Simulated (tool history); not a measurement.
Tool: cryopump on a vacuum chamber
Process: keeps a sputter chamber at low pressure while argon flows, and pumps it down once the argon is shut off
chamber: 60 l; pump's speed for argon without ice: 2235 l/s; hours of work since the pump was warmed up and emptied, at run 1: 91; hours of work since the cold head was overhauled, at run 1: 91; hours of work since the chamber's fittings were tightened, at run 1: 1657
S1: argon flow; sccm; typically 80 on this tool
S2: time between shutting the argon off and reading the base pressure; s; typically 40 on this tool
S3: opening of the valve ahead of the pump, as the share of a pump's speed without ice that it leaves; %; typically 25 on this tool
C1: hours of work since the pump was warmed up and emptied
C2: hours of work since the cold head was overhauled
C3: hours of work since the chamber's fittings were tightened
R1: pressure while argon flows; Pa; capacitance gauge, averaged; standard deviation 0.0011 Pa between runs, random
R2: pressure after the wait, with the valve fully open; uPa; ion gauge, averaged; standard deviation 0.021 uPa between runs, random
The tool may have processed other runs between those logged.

Run 1, day 0.000: usual settings; C1 91; C2 91; C3 1657. Result: R1 0.2416 Pa, R2 1.57 uPa.
Run 2, day 1.379: usual settings; C1 105; C2 105; C3 1671. Result: R1 0.2441 Pa, R2 1.62 uPa.
Run 3, day 2.450: usual settings; C1 115; C2 115; C3 1681. Result: R1 0.2452 Pa, R2 1.59 uPa.
Run 4, day 3.612: usual settings but S3 30 %; C1 127; C2 127; C3 1693. Result: R1 0.2039 Pa, R2 1.59 uPa.
Run 5, day 4.596: usual settings but S3 30 %; C1 136; C2 136; C3 1702. Result: R1 0.2039 Pa, R2 1.59 uPa.
Run 6, day 5.450: usual settings; C1 145; C2 145; C3 1711. Result: R1 0.2456 Pa, R2 1.61 uPa.
Run 7, day 6.204: usual settings but S3 30 %; C1 152; C2 152; C3 1718. Result: R1 0.2046 Pa, R2 1.60 uPa.
Run 8, day 7.600: usual settings but S3 30 %; C1 165; C2 165; C3 1732. Result: R1 0.2044 Pa, R2 1.57 uPa.
Run 9, day 9.004: usual settings but S3 30 %; C1 179; C2 179; C3 1745. Result: R1 0.2035 Pa, R2 1.61 uPa.
Run 10, day 9.908: usual settings but S3 27 %; C1 188; C2 188; C3 1754. Result: R1 0.2282 Pa, R2 1.61 uPa.
Run 11, day 10.500: usual settings but S1 37 sccm, S2 23 s; C1 194; C2 194; C3 1760. Result: R1 0.1140 Pa, R2 2.56 uPa.
Run 12, day 11.229: usual settings but S1 111 sccm, S2 229 s, S3 35 %; C1 201; C2 201; C3 1767. Result: R1 0.2429 Pa, R2 0.48 uPa.
Run 13, day 12.679: usual settings but S1 111 sccm, S2 229 s, S3 35 %; C1 215; C2 215; C3 1781. Result: R1 0.2461 Pa, R2 0.51 uPa.
Run 14, day 14.067: usual settings but S1 62 sccm, S2 92 s, S3 17 %; C1 228; C2 228; C3 1795. Result: R1 0.2796 Pa, R2 0.86 uPa.
Run 15, day 15.525: usual settings but S1 64 sccm, S2 32 s, S3 23 %; C1 243; C2 243; C3 1809. Result: R1 0.2158 Pa, R2 1.93 uPa.
Run 16, day 16.329: usual settings but S2 48 s, S3 23 %; C1 251; C2 251; C3 1817. Result: R1 0.2675 Pa, R2 1.38 uPa.

3 ways to go on from here, each from the tool as it stands after run 16. What would each give?
Run A, day 17.308: usual settings but S1 130 sccm, S2 107 s, S3 55 %; C1 260; C2 260; C3 1826. Result: R1 ?, R2 ?.
Run B, day 17.308: usual settings but S3 19 %; C1 260; C2 260; C3 1826. Result: R1 ?, R2 ?.
Run C, day 17.308: usual settings but S1 41 sccm; C1 260; C2 260; C3 1826. Result: R1 ?, R2 ?.

run      R1    R2
  A  0.1878  0.76
  B  0.3254  1.60
  C  0.1258  1.62
With the hidden condition removed and each run's random variation left untouched, the same runs would have given:
run      R1    R2
  A  0.1796  0.62
  B  0.3203  1.46
  C  0.1232  1.47
